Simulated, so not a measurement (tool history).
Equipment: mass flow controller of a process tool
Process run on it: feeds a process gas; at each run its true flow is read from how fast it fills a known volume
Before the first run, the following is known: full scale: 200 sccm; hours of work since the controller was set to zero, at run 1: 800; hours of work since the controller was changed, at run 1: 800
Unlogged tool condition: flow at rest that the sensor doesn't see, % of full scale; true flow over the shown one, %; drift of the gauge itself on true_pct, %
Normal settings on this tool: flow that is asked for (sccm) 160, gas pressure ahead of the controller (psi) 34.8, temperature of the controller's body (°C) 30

run    hour  flow that is asked for (sccm)  gas pressure ahead of the controller (psi)  temperature of the controller's body (°C)  hours of work since the controller was set to zero  hours of work since the controller was changed  true flow (%)
  1       0                            160                                        34.8                                         30                                                 800                                             800          98.98
  2    94.1                            160                                        34.8                                         30                                                 865                                             865           99.1
  3   184.7                             32                                        34.8                                         30                                                 927                                             927             97
  4   279.2                             32                                        34.8                                         30                                                 992                                             992          96.97
  5     329                            160                                        34.8                                         32                                                1026                                            1026           99.1
  6   413.7                            160                                        34.8                                         32                                                1084                                            1084          99.03
  7   494.4                            160                                        34.8                                         32                                                1139                                            1139           99.2
  8   559.8                            160                                        29.7                                         30                                                1184                                            1184           99.3
  9   615.6                            160                                        34.8                                         26                                                1222                                            1222          99.39
 10   692.3                            160                                        34.8                                         26                                                1275                                            1275          99.31
 11     773                            160                                        34.8                                         20                                                1330                                            1330           99.6
 12   850.2                            160                                        34.8                                         20                                                1383                                            1383          99.68
 13   930.3                            160                                        34.8                                         20                                                1438                                            1438          99.58
 14  1010.3                            160                                        34.8                                         23                                                1493                                            1493          99.53
 15  1050.9                            160                                        34.8                                         23                                                1521                                            1521           99.5
 16  1103.4                            160                                        21.6                                         21                                                1557                                            1557         100.32
 17  1168.7                            110                                        28.7                                         27                                                1601                                            1601          99.01
 18  1264.3                            160                                        34.8                                         33                                                1667                                            1667          99.22
 19  1313.2                            165                                        34.8                                         30                                                1701                                            1701          99.35
 20  1358.8                            165                                        34.8                                         30                                                1732                                            1732          99.48
 21  1430.5                            160                                        24.4                                         31                                                1781                                            1781          99.85
 22    1497                            102                                        24.4                                         30                                                1827                                            1827          99.07
 23  1573.2                             34                                        28.3                                         20                                                1879                                            1879          97.67
 24  1657.4                             34                                        28.3                                         29                                                1937                                            1937          97.15
 25  1715.3                            121                                        25.4                                         23                                                1976                                            1976          99.66
 26  1789.8                            121                                        25.4                                         23                                                2027                                            2027          99.72

How would selected steps in true flow (%) from run to run divide? Give the signed amount a tool lacking its hidden state would still show from settings, what came in and random variation, and the signed amount left for the hidden state, including any gauge scatter that is not in both of the compared results.
Run 4 -> 5: flow that is asked for (sccm) 32 -> 160, temperature of the controller's body (°C) 30 -> 32. true flow (%) +2.13: hidden state +0.59, all else +1.54.
Run 22 -> 23: flow that is asked for (sccm) 102 -> 34, gas pressure ahead of the controller (psi) 24.4 -> 28.3, temperature of the controller's body (°C) 30 -> 20. true flow (%) -1.4: hidden state -0.78, all else -0.62.
Run 24 -> 25: flow that is asked for (sccm) 34 -> 121, gas pressure ahead of the controller (psi) 28.3 -> 25.4, temperature of the controller's body (°C) 29 -> 23. true flow (%) +2.51: hidden state +0.89, all else +1.62.
